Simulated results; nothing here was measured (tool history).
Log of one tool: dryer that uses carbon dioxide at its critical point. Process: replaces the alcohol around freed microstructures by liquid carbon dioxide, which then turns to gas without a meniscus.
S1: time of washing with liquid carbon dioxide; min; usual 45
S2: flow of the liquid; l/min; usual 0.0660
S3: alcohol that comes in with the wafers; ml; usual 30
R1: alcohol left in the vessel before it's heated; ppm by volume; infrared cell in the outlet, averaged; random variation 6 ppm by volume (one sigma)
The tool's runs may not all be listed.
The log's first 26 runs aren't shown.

run    hour  S1      S2   S3    R1
     1230.1  -- inlet filter changed
 27  1236.3  36  0.1056   38   147
 28  1288.2  36  0.0403   71  9454
 29  1343.1  36  0.0403   71  9924
 30  1387.9  45  0.0739   30   257
 31  1448.2  43  0.0889   30   195
 32  1476.9  45  0.0660   49   663
     1514.2  -- inlet filter changed
 33  1524.8  45  0.0660   49   509
 34  1564.7  45  0.0425  115  6427
 35  1596.3  32  0.0847   36   655
 36  1652.9  36  0.0578   36  1755
 37  1715.3  32  0.0987   30   405
 38  1770.5  32  0.0987   30   425

Run 39 comes next. What will it give?
     1797.5  -- inlet filter changed
 39  1824.4  29  0.0660  66   ?

R1: 3758 ppm by volume
Without the tool's hidden state the same run would have given R1 3470 ppm by volume.

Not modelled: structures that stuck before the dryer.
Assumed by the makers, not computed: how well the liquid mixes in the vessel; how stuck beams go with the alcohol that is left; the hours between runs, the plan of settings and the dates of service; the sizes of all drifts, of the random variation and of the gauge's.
